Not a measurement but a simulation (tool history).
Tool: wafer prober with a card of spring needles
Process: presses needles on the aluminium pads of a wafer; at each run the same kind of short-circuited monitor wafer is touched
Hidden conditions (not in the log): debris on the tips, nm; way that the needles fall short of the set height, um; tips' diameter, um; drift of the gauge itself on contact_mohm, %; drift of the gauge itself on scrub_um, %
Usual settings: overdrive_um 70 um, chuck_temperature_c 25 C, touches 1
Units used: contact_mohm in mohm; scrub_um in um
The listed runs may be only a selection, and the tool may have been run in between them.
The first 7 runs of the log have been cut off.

run   hour  overdrive_um  chuck_temperature_c  touches  touches since the tips were cleaned  cleanings since the card got new needles  touches since the first contact's height was set  contact_mohm  scrub_um
      58.1  -- tips cleaned on abrasive film
  8     67            70                   28        2                                 4165                                        43                                             49889           254      13.5
      70.2  -- tips cleaned on abrasive film
  9   80.7            70                   28        2                                 4948                                        44                                             56336           254     13.45
      82.7  -- tips cleaned on abrasive film
 10   92.3            70                   25        1                                 4509                                        45                                             61741           249     13.46
      94.8  -- tips cleaned on abrasive film
 11  104.8            70                   25        2                                 4715                                        46                                             67592           254     13.45
     106.9  -- tips cleaned on abrasive film
 12  113.8            70                   25        2                                 3233                                        47                                             71782           253     13.49
     116.3  -- height of the first contact set anew
     120.3  -- tips cleaned on abrasive film
 13  124.3            70                   25        1                                 1891                                        48                                              3724           252     13.48
     132.9  -- tips cleaned on abrasive film
 14  137.4            70                   49        1                                 2162                                        49                                              9886           259     13.45
     145.6  -- tips cleaned on abrasive film
 15  146.5            70                   25        3                                  429                                        50                                             14106           247     13.47
 16  154.1            79                   25        1                                 4008                                        50                                             17685           246     15.17
     157.9  -- tips cleaned on abrasive film
 17  161.1            70                   34        1                                 1508                                        51                                             20936           249     13.52
     169.9  -- tips cleaned on abrasive film
 18  169.9            70                   34        1                                    0                                        52                                             25029           255     13.49
 19    177            59                   95        1                                 3360                                        52                                             28389           273     11.35
     182.1  -- tips cleaned on abrasive film
 20  182.8            63                   48        1                                  305                                        53                                             31084           256     12.11
 21  189.1            63                   48        1                                 3256                                        53                                             34035           259     12.12
     194.2  -- tips cleaned on abrasive film
 22  201.3            80                   80        1                                 3334                                        54                                             39760           262     15.44
     206.1  -- tips cleaned on abrasive film
 23  214.4            53                   80        1                                 3909                                        55                                             45905           272     10.21

Expected results for the next run?
     218.3  -- tips cleaned on abrasive film
 24  227.9            53                   80        1                                 4543                                        56                                             52239             ?         ?

{"run 24": {"contact_mohm": 271, "scrub_um": 10.21}}
Take away the tool's hidden state, keep the run-to-run variation as it was, and the same run would have given contact_mohm 270 mohm, scrub_um 10.21 um.
